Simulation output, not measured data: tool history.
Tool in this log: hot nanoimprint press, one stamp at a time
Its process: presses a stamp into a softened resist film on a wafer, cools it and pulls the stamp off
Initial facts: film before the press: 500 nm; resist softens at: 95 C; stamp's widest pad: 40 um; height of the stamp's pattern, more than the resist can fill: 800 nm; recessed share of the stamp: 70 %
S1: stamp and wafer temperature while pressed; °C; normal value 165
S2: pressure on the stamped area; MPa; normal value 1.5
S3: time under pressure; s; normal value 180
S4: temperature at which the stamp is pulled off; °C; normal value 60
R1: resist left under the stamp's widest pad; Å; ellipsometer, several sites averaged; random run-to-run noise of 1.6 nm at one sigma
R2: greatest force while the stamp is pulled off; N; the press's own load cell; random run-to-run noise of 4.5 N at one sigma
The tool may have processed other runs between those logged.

| run | hour | S1 | S2 | S3 | S4 | R1 | R2 |
|---|---|---|---|---|---|---|---|
| 1 | 0 | 165 | 1.5 | 180 | 60 | 2501 | 287 |
| 2 | 49.4 | 165 | 1.5 | 180 | 60 | 2531 | 308 |
| 3 | 79.4 | 176 | 1.5 | 180 | 60 | 1634 | 319 |
| 4 | 132.4 | 176 | 1.5 | 180 | 60 | 1655 | 340 |
| 5 | 185.6 | 165 | 1.5 | 180 | 60 | 2540 | 362 |
|  | 212.6 | stamp cleaned and given a new release coat |
| 6 | 222.7 | 165 | 1.5 | 147 | 60 | 2800 | 217 |
| 7 | 281.1 | 165 | 1.5 | 147 | 60 | 2775 | 236 |
| 8 | 323.4 | 165 | 1.5 | 147 | 60 | 2808 | 254 |
| 9 | 387.3 | 165 | 1.5 | 180 | 60 | 2633 | 276 |
| 10 | 447.7 | 165 | 1.5 | 180 | 47 | 2627 | 327 |
|  | 469.9 | plate thermocouple calibrated |
| 11 | 479.8 | 165 | 1.6 | 180 | 47 | 2624 | 341 |
| 12 | 544.7 | 165 | 1.6 | 180 | 47 | 2673 | 366 |
| 13 | 611.6 | 165 | 1.6 | 180 | 47 | 2670 | 379 |
|  | 634.8 | stamp cleaned and given a new release coat |
| 14 | 665.3 | 165 | 1.6 | 180 | 47 | 2693 | 252 |
| 15 | 705.1 | 165 | 1.6 | 180 | 47 | 2726 | 272 |
| 16 | 761.7 | 157 | 1.73 | 180 | 60 | 3525 | 265 |
| 17 | 826.9 | 157 | 1.73 | 180 | 60 | 3521 | 280 |
| 18 | 861.3 | 159 | 1.29 | 180 | 60 | 3590 | 306 |
|  | 883.9 | plate thermocouple calibrated, once more |
| 19 | 923 | 164 | 1.33 | 307 | 60 | 2216 | 317 |
| 20 | 987.5 | 169 | 1.77 | 351 | 49 | 1502 | 361 |
| 21 | 1026.4 | 170 | 1.5 | 180 | 50 | 2065 | 382 |
|  | 1060.1 | stamp cleaned and given a new release coat |
| 22 | 1089.3 | 165 | 1.92 | 346 | 60 | 1757 | 231 |
| 23 | 1126 | 165 | 1.5 | 180 | 56 | 2537 | 240 |
| 24 | 1167.4 | 165 | 1.5 | 180 | 56 | 2544 | 258 |
|  | 1207.3 | press's hydraulic seals changed and the load cell set to zero |
| 25 | 1213.1 | 156 | 1.19 | 175 | 47 | 3715 | 286 |
| 26 | 1275.9 | 160 | 1.19 | 251 | 51 | 3022 | 307 |
| 27 | 1320.4 | 172 | 1.3 | 120 | 67 | 2436 | 289 |
| 28 | 1354 | 162 | 1.47 | 116 | 45 | 3281 | 345 |
| 29 | 1413 | 162 | 1.47 | 116 | 45 | 3314 | 374 |

What if the next run were any one of these 3? Each begins from the tool's condition after run 29:
| A | 1445.6 | 176 | 1.08 | 180 | 60 | ? | ? |
| B | 1445.6 | 167 | 2.35 | 116 | 48 | ? | ? |
| C | 1445.6 | 165 | 1.49 | 298 | 48 | ? | ? |

| run | R1 | R2 |
|---|---|---|
| A | 1919 | 361 |
| B | 2352 | 387 |
| C | 2137 | 369 |
What these runs would have given with no unlogged condition in the tool:
| run | R1 | R2 |
|---|---|---|
| A | 1809 | 221 |
| B | 2211 | 238 |
| C | 2002 | 226 |

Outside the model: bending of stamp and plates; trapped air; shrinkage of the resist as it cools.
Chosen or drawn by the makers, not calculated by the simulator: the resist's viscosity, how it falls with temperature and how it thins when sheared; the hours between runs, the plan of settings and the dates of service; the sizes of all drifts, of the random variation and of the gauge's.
